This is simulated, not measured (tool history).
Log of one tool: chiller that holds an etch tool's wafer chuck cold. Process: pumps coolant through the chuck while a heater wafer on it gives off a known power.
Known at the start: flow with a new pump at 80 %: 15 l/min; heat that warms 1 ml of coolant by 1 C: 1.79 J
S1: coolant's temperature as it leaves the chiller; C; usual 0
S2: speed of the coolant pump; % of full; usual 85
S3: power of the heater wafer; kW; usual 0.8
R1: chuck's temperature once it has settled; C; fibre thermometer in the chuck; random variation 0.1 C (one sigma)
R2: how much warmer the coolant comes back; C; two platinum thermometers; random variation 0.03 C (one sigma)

Run 1, hour 0: usual settings. Result: R1 6.6 C, R2 1.73 C.
Run 2, hour 183.6: usual settings. Result: R1 6.8 C, R2 1.79 C.
Run 3, hour 380.8: usual settings but S3 0.63 kW. Result: R1 5.2 C, R2 1.41 C.
Run 4, hour 598.3: usual settings but S3 0.63 kW. Result: R1 5.5 C, R2 1.47 C.
Run 5, hour 699.4: usual settings but S3 0.63 kW. Result: R1 5.2 C, R2 1.38 C.
Run 6, hour 883.8: usual settings but S3 0.63 kW. Result: R1 5.2 C, R2 1.42 C.
Run 7, hour 1072.9: usual settings but S3 0.63 kW. Result: R1 5.2 C, R2 1.42 C.
Run 8, hour 1257.2: usual settings but S1 3 C, S3 0.63 kW. Result: R1 8.5 C, R2 1.46 C.
Run 9, hour 1382: usual settings but S1 3 C, S3 0.63 kW. Result: R1 8.5 C, R2 1.47 C.
Run 10, hour 1568: usual settings but S1 3 C, S3 0.63 kW. Result: R1 8.4 C, R2 1.5 C.
Run 11, hour 1782.9: usual settings but S1 3 C, S3 0.63 kW. Result: R1 8.7 C, R2 1.46 C.
Run 12, hour 1877.1: usual settings but S2 61 % of full. Result: R1 9.3 C, R2 2.62 C.
Run 13, hour 1987.8: usual settings but S2 61 % of full. Result: R1 9.5 C, R2 2.65 C.
Run 14, hour 2172: usual settings but S2 61 % of full. Result: R1 9.7 C, R2 2.65 C.
Run 15, hour 2288.9: usual settings but S2 61 % of full. Result: R1 9.6 C, R2 2.66 C.
Run 16, hour 2411.9: usual settings but S2 61 % of full. Result: R1 9.7 C, R2 2.62 C.
Run 17, hour 2620.5: usual settings but S1 6 C, S2 76 % of full, S3 0.484 kW. Result: R1 10.7 C, R2 1.3 C.
Run 18, hour 2717.1: usual settings but S1 6 C, S3 0.547 kW. Result: R1 10.9 C, R2 1.31 C.
Run 19, hour 2843.4: usual settings but S1 6 C, S3 0.547 kW. Result: R1 10.9 C, R2 1.33 C.
Run 20, hour 3046.8: usual settings but S1 5 C, S2 99 % of full, S3 0.709 kW. Result: R1 10.7 C, R2 1.38 C.
Run 21, hour 3259.6: usual settings but S1 -3 C, S2 80 % of full, S3 0.661 kW. Result: R1 3.5 C, R2 1.7 C.
At hour 3401.2: chiller's thermometer calibrated.
Run 22, hour 3422.5: usual settings but S1 -4 C, S2 65 % of full, S3 0.661 kW. Result: R1 4.1 C, R2 2.09 C.
Run 23, hour 3632.3: usual settings but S1 -4 C, S2 65 % of full, S3 0.661 kW. Result: R1 3.9 C, R2 2.1 C.
Run 24, hour 3794: usual settings but S1 5 C, S2 99 % of full, S3 0.85 kW. Result: R1 12.2 C, R2 1.79 C.
Run 25, hour 3976.5: usual settings but S2 84 % of full, S3 0.617 kW. Result: R1 6 C, R2 1.56 C.
At hour 4159.2: coolant changed, channels flushed.
Run 26, hour 4163.4: usual settings but S1 10 C, S2 96 % of full. Result: R1 16.2 C, R2 1.8 C.
Run 27, hour 4350.9: usual settings but S1 -4 C, S2 72 % of full. Result: R1 4.2 C, R2 2.41 C.
Run 28, hour 4555.4: usual settings but S1 -4 C, S2 72 % of full. Result: R1 4 C, R2 2.33 C.
Run 29, hour 4659.9: usual settings but S1 -4 C, S2 72 % of full. Result: R1 4.3 C, R2 2.39 C.

The same runs without the tool's hidden state, with the same run-to-run variation:
The hidden state here: heat passed by the chuck's channels, % of clean ones'; flow at a given pump speed, % of a new pump's; coolant's true temperature over the reading, C; drift of the gauge itself on chuck_c, C; drift of the gauge itself on warmer_back_c, C.
run    R1    R2
  1   6.1  1.62
  2   6.2  1.68
  3   4.7  1.31
  4     5  1.37
  5   4.7  1.27
  6   4.7   1.3
  7   4.6   1.3
  8   7.9  1.33
  9   7.8  1.33
 10   7.8  1.36
 11     8  1.31
 12     8  2.35
 13   8.2  2.38
 14   8.3  2.37
 15   8.1  2.36
 16   8.2  2.32
 17    10  1.14
 18  10.2  1.15
 19  10.1  1.16
 20   9.8  1.19
 21   2.3  1.47
 22   2.5   1.8
 23   2.2   1.8
 24  10.6  1.53
 25   4.7  1.33
 26  15.4  1.53
 27   3.1  2.04
 28   2.9  1.94
 29   3.1     2
